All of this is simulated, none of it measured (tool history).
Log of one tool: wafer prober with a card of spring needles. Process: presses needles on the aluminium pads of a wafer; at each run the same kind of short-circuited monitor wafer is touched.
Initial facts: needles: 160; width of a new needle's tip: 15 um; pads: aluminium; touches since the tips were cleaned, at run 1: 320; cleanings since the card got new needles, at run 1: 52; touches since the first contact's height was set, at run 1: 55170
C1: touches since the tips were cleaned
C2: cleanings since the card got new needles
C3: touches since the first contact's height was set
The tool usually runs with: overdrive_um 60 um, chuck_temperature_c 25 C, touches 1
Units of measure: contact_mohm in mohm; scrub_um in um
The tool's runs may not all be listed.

Run 1, hour 0: usual settings; C1 320; C2 52; C3 55170. Result: contact_mohm 206 mohm, scrub_um 11.857 um.
At hour 14.9: tips cleaned on abrasive film.
Run 2, hour 15.5: usual settings but touches 2; C1 260; C2 53; C3 61480. Result: contact_mohm 207 mohm, scrub_um 11.88 um.
At hour 32: tips cleaned on abrasive film.
Run 3, hour 41.2: usual settings but overdrive_um 51 um, touches 2; C1 3770; C2 54; C3 71976. Result: contact_mohm 206 mohm, scrub_um 10.102 um.
At hour 47.7: tips cleaned on abrasive film.
Run 4, hour 62: usual settings but overdrive_um 51 um, touches 2; C1 5892; C2 55; C3 80478. Result: contact_mohm 209 mohm, scrub_um 10.113 um.
At hour 63.9: tips cleaned on abrasive film.
At hour 66.4: height of the first contact set anew.
Run 5, hour 75.3: usual settings; C1 4554; C2 56; C3 3667. Result: contact_mohm 201 mohm, scrub_um 11.904 um.
At hour 80.8: tips cleaned on abrasive film.
At hour 96.4: tips cleaned on abrasive film.
Run 6, hour 99.9: usual settings; C1 1424; C2 58; C3 13658. Result: contact_mohm 203 mohm, scrub_um 11.921 um.
At hour 112.7: tips cleaned on abrasive film.
Run 7, hour 113.4: usual settings but overdrive_um 67 um; C1 295; C2 59; C3 19163. Result: contact_mohm 204 mohm, scrub_um 13.323 um.
Run 8, hour 127.1: usual settings but overdrive_um 67 um, touches 2; C1 5923; C2 59; C3 24791. Result: contact_mohm 202 mohm, scrub_um 13.327 um.
At hour 129: tips cleaned on abrasive film.
Run 9, hour 140.6: usual settings but overdrive_um 67 um, touches 2; C1 4762; C2 60; C3 30285. Result: contact_mohm 204 mohm, scrub_um 13.35 um.
At hour 145.3: tips cleaned on abrasive film.
At hour 161.2: tips cleaned on abrasive film.
Run 10, hour 167.7: usual settings but overdrive_um 69 um, chuck_temperature_c 95 C; C1 2675; C2 62; C3 41309. Result: contact_mohm 219 mohm, scrub_um 13.766 um.
At hour 178.8: tips cleaned on abrasive film.
At hour 194.7: tips cleaned on abrasive film.
Run 11, hour 194.7: usual settings but overdrive_um 63 um, chuck_temperature_c 30 C; C1 0; C2 64; C3 52289. Result: contact_mohm 202 mohm, scrub_um 12.587 um.
At hour 211.8: tips cleaned on abrasive film.
Run 12, hour 217.6: usual settings but overdrive_um 54 um; C1 2347; C2 65; C3 61613. Result: contact_mohm 206 mohm, scrub_um 10.8 um.
At hour 228.4: tips cleaned on abrasive film.
Run 13, hour 236.3: usual settings but overdrive_um 54 um, chuck_temperature_c 26 C; C1 3241; C2 66; C3 69269. Result: contact_mohm 205 mohm, scrub_um 10.822 um.
At hour 245.6: tips cleaned on abrasive film.
At hour 262.3: tips cleaned on abrasive film.
Run 14, hour 262.3: usual settings but overdrive_um 74 um, chuck_temperature_c 26 C, touches 2; C1 0; C2 68; C3 79831. Result: contact_mohm 201 mohm, scrub_um 14.834 um.
At hour 267.9: height of the first contact set anew.
At hour 279.2: tips cleaned on abrasive film.
Run 15, hour 282.8: usual settings but overdrive_um 66 um; C1 1457; C2 69; C3 6049. Result: contact_mohm 204 mohm, scrub_um 13.242 um.
At hour 295.2: tips cleaned on abrasive film.
Run 16, hour 300.8: usual settings but overdrive_um 56 um, chuck_temperature_c 106 C; C1 2275; C2 70; C3 13392. Result: contact_mohm 224 mohm, scrub_um 11.254 um.
At hour 312.1: tips cleaned on abrasive film.
Run 17, hour 316.2: usual settings but overdrive_um 73 um, chuck_temperature_c 106 C; C1 1666; C2 71; C3 19666. Result: contact_mohm 218 mohm, scrub_um 14.669 um.
At hour 328: tips cleaned on abrasive film.
Run 18, hour 342.4: usual settings but overdrive_um 73 um, chuck_temperature_c 106 C; C1 5888; C2 72; C3 30367. Result: contact_mohm 221 mohm, scrub_um 14.695 um.

Each row is a separate what-if for the run after 18, all from the same tool condition, not one after another. Results?
At hour 344.7: tips cleaned on abrasive film.
Run A, hour 359.1: usual settings but overdrive_um 44 um, chuck_temperature_c 26 C, touches 2; C1 5911; C2 73; C3 37178. Result: contact_mohm ?, scrub_um ?.
At hour 344.7: tips cleaned on abrasive film.
Run B, hour 359.1: usual settings but overdrive_um 80 um, chuck_temperature_c 116 C; C1 5911; C2 73; C3 37178. Result: contact_mohm ?, scrub_um ?.
At hour 344.7: tips cleaned on abrasive film.
Run C, hour 359.1: usual settings but overdrive_um 68 um; C1 5911; C2 73; C3 37178. Result: contact_mohm ?, scrub_um ?.
At hour 344.7: tips cleaned on abrasive film.
Run D, hour 359.1: usual settings but overdrive_um 73 um, chuck_temperature_c 106 C, touches 2; C1 5911; C2 73; C3 37178. Result: contact_mohm ?, scrub_um ?.
At hour 344.7: tips cleaned on abrasive film.
Run E, hour 359.1: usual settings but overdrive_um 63 um, chuck_temperature_c 45 C; C1 5911; C2 73; C3 37178. Result: contact_mohm ?, scrub_um ?.

run  contact_mohm  scrub_um
  A           208     8.863
  B           226    16.117
  C           203    13.705
  D           222    14.723
  E           210    12.702
Without the tool's unlogged condition, the same runs would have read:
run  contact_mohm  scrub_um
  A           208     8.695
  B           226    15.812
  C           202    13.446
  D           222    14.446
  E           210    12.463

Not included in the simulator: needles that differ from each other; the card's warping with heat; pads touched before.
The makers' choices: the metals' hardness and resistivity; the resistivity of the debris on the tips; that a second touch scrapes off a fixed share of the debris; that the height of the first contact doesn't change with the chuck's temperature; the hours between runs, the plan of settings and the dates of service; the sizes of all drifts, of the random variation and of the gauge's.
